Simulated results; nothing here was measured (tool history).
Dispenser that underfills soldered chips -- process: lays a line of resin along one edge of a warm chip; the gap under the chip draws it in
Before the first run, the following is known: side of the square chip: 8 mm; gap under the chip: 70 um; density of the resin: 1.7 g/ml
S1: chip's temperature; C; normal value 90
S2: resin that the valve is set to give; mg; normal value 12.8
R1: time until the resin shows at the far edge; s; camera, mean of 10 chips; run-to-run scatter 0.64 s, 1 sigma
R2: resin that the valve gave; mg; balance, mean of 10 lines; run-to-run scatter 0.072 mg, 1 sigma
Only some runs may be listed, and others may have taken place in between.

Run 1, day 0.000: usual settings. Result: R1 70.7 s, R2 11.96 mg.
Run 2, day 0.125: usual settings but S2 13.8 mg. Result: R1 78.3 s, R2 12.85 mg.
At day 0.208: new syringe of resin.
Run 3, day 0.304: usual settings but S1 85 C, S2 13.8 mg. Result: R1 74.9 s, R2 12.87 mg.
Run 4, day 0.517: usual settings. Result: R1 77.9 s, R2 11.87 mg.
At day 0.621: new syringe of resin.
Run 5, day 0.788: usual settings. Result: R1 68.6 s, R2 11.83 mg.
At day 1.033: new syringe of resin.
Run 6, day 1.033: usual settings. Result: R1 60.4 s, R2 11.67 mg.
Run 7, day 1.262: usual settings but S1 96 C. Result: R1 59.7 s, R2 11.63 mg.
At day 1.454: new syringe of resin.
Run 8, day 1.571: usual settings but S1 82 C. Result: R1 85.7 s, R2 11.88 mg.
At day 1.867: new syringe of resin.
Run 9, day 1.867: usual settings but S1 82 C. Result: R1 78.7 s, R2 11.59 mg.
Run 10, day 2.042: usual settings but S1 83 C. Result: R1 88.0 s, R2 11.69 mg.
At day 2.275: new syringe of resin.
Run 11, day 2.296: usual settings but S1 89 C. Result: R1 62.7 s, R2 11.54 mg.
Run 12, day 2.583: usual settings but S1 89 C. Result: R1 82.5 s, R2 11.55 mg.
At day 2.688: new syringe of resin.
Run 13, day 2.846: usual settings but S1 89 C. Result: R1 71.4 s, R2 11.55 mg.
At day 3.096: new syringe of resin.
Run 14, day 3.096: usual settings but S2 15.4 mg. Result: R1 57.7 s, R2 13.70 mg.
Run 15, day 3.217: usual settings but S1 93 C, S2 15.4 mg. Result: R1 57.8 s, R2 13.81 mg.
Run 16, day 3.458: usual settings but S1 93 C, S2 15.4 mg. Result: R1 73.5 s, R2 13.76 mg.
At day 3.496: new syringe of resin.
Run 17, day 3.742: usual settings but S1 96 C. Result: R1 62.4 s, R2 11.29 mg.
At day 3.900: new syringe of resin.
At day 4.038: dispensing valve cleaned and set on the balance.
Run 18, day 4.058: usual settings but S1 103 C, S2 11.1 mg. Result: R1 44.8 s, R2 10.97 mg.
At day 4.346: new syringe of resin.
Run 19, day 4.346: usual settings but S1 103 C, S2 11.1 mg. Result: R1 40.0 s, R2 10.97 mg.
Run 20, day 4.638: usual settings but S1 93 C, S2 15.7 mg. Result: R1 70.6 s, R2 15.48 mg.
At day 4.746: new syringe of resin.
Run 21, day 4.850: usual settings but S1 93 C, S2 15.7 mg. Result: R1 58.3 s, R2 15.38 mg.
At day 5.154: new syringe of resin.
Run 22, day 5.154: usual settings but S2 12.2 mg. Result: R1 57.9 s, R2 11.98 mg.
Run 23, day 5.292: usual settings but S1 97 C, S2 15.5 mg. Result: R1 53.6 s, R2 15.17 mg.
Run 24, day 5.429: usual settings but S1 104 C, S2 14.0 mg. Result: R1 48.5 s, R2 13.85 mg.
At day 5.554: new syringe of resin.
Run 25, day 5.662: usual settings but S1 87 C, S2 15.7 mg. Result: R1 69.8 s, R2 15.39 mg.
Run 26, day 5.800: usual settings but S1 87 C, S2 15.7 mg. Result: R1 81.2 s, R2 15.15 mg.
At day 5.958: new syringe of resin.
Run 27, day 6.050: usual settings but S1 86 C, S2 12.7 mg. Result: R1 74.5 s, R2 12.46 mg.
Run 28, day 6.317: usual settings but S1 86 C, S2 12.7 mg. Result: R1 95.3 s, R2 12.41 mg.
At day 6.367: new syringe of resin.
Run 29, day 6.612: usual settings but S1 94 C, S2 14.4 mg. Result: R1 64.7 s, R2 13.79 mg.
At day 6.775: new syringe of resin.
Run 30, day 6.833: usual settings but S1 80 C, S2 14.9 mg. Result: R1 86.6 s, R2 14.29 mg.
Run 31, day 7.133: usual settings but S1 78 C, S2 11.9 mg. Result: R1 126.0 s, R2 11.23 mg.
At day 7.183: new syringe of resin.
Run 32, day 7.338: usual settings but S2 15.6 mg. Result: R1 66.5 s, R2 14.83 mg.
Run 33, day 7.550: usual settings but S2 15.6 mg. Result: R1 79.9 s, R2 14.74 mg.

For each run, the measured value with the value that run would have given without the tool's hidden condition subtracted. The run-to-run variation is shared by both, the gauge scatter possibly not:
Hidden conditions of the tool in this case: resin's viscosity, % of fresh resin's; dose that the valve gives, % of what is set; true chip temperature over the reading, C; drift of the gauge itself on fill_s, %; drift of the gauge itself on given_mg, %.
run     R1     R2
  1  +13.7  -0.80
  2  +21.6  -0.89
  3   +8.8  -0.92
  4  +21.1  -0.90
  5  +12.0  -0.95
  6   +3.5  -0.99
  7  +13.9  -1.02
  8  +13.3  -1.08
  9   +5.2  -1.12
 10  +17.8  -1.16
 11   +4.7  -1.20
 12  +23.4  -1.25
 13  +12.9  -1.29
 14   +2.4  -1.60
 15   +8.0  -1.64
 16  +22.5  -1.69
 17  +15.1  -1.44
 18   +6.1  -0.04
 19   +2.4  -0.08
 20  +19.6  -0.18
 21   +8.5  -0.23
 22   +2.7  -0.22
 23   +8.3  -0.31
 24  +12.2  -0.32
 25   +9.8  -0.40
 26  +19.4  -0.43
 27  +10.2  -0.40
 28  +30.4  -0.44
 29  +16.4  -0.55
 30   +9.1  -0.62
 31  +40.3  -0.54
 32  +11.2  -0.76
 33  +25.0  -0.81
